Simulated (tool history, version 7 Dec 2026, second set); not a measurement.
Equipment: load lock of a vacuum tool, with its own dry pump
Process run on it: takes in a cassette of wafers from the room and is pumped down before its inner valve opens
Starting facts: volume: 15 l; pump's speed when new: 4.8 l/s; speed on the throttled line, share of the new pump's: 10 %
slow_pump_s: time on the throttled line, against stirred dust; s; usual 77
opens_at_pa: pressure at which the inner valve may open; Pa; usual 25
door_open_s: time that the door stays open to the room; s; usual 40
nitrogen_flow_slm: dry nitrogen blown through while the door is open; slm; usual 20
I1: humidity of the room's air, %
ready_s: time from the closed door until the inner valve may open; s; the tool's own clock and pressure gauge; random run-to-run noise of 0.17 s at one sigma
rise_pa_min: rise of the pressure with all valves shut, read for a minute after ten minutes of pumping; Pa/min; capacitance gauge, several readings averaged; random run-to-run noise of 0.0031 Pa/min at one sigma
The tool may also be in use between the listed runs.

{"run": 1, "hour": 0.0, "slow_pump_s": 77, "opens_at_pa": 25, "door_open_s": 40, "nitrogen_flow_slm": 20, "I1": 46.7, "ready_s": 95.2, "rise_pa_min": 0.076}
{"run": 2, "hour": 123.7, "slow_pump_s": 77, "opens_at_pa": 25, "door_open_s": 40, "nitrogen_flow_slm": 20, "I1": 44.9, "ready_s": 95.4, "rise_pa_min": 0.075}
{"run": 3, "hour": 279.0, "slow_pump_s": 77, "opens_at_pa": 25, "door_open_s": 40, "nitrogen_flow_slm": 20, "I1": 47.4, "ready_s": 95.3, "rise_pa_min": 0.077}
{"run": 4, "hour": 368.0, "slow_pump_s": 77, "opens_at_pa": 25, "door_open_s": 204, "nitrogen_flow_slm": 20, "I1": 44.5, "ready_s": 95.2, "rise_pa_min": 0.156}
{"run": 5, "hour": 544.3, "slow_pump_s": 77, "opens_at_pa": 25, "door_open_s": 204, "nitrogen_flow_slm": 20, "I1": 43.6, "ready_s": 95.5, "rise_pa_min": 0.149}
{"run": 6, "hour": 715.1, "slow_pump_s": 77, "opens_at_pa": 25, "door_open_s": 181, "nitrogen_flow_slm": 20, "I1": 43.9, "ready_s": 95.2, "rise_pa_min": 0.136}
{"run": 7, "hour": 815.3, "slow_pump_s": 77, "opens_at_pa": 25, "door_open_s": 181, "nitrogen_flow_slm": 20, "I1": 43.6, "ready_s": 95.2, "rise_pa_min": 0.144}
{"run": 8, "hour": 995.5, "slow_pump_s": 77, "opens_at_pa": 25, "door_open_s": 181, "nitrogen_flow_slm": 20, "I1": 46.2, "ready_s": 95.3, "rise_pa_min": 0.15}
{"run": 9, "hour": 1126.5, "slow_pump_s": 77, "opens_at_pa": 38, "door_open_s": 181, "nitrogen_flow_slm": 20, "I1": 39.6, "ready_s": 93.7, "rise_pa_min": 0.128}
{"run": 10, "hour": 1232.1, "slow_pump_s": 77, "opens_at_pa": 25, "door_open_s": 79, "nitrogen_flow_slm": 20, "I1": 43.5, "ready_s": 95.3, "rise_pa_min": 0.098}
{"run": 11, "hour": 1418.3, "slow_pump_s": 77, "opens_at_pa": 25, "door_open_s": 79, "nitrogen_flow_slm": 20, "I1": 46.7, "ready_s": 95.4, "rise_pa_min": 0.101}
{"run": 12, "hour": 1618.7, "slow_pump_s": 77, "opens_at_pa": 22, "door_open_s": 40, "nitrogen_flow_slm": 10, "I1": 46.6, "ready_s": 95.7, "rise_pa_min": 0.089}
{"run": 13, "hour": 1797.7, "slow_pump_s": 77, "opens_at_pa": 22, "door_open_s": 40, "nitrogen_flow_slm": 10, "I1": 44.9, "ready_s": 95.6, "rise_pa_min": 0.085}
{"run": 14, "hour": 1896.1, "slow_pump_s": 77, "opens_at_pa": 22, "door_open_s": 40, "nitrogen_flow_slm": 10, "I1": 46.3, "ready_s": 95.3, "rise_pa_min": 0.087}

The next listed run, before its measurement:
{"run": 15, "hour": 2008.2, "slow_pump_s": 77, "opens_at_pa": 22, "door_open_s": 40, "nitrogen_flow_slm": 10, "I1": 44.0, "ready_s": "?", "rise_pa_min": "?"}

For run 15 the tool returned ready_s 95.3 s, rise_pa_min 0.086 Pa/min.
If the tool had no hidden condition, the same run with the same run-to-run variation would have returned ready_s 95.3 s, rise_pa_min 0.086 Pa/min.

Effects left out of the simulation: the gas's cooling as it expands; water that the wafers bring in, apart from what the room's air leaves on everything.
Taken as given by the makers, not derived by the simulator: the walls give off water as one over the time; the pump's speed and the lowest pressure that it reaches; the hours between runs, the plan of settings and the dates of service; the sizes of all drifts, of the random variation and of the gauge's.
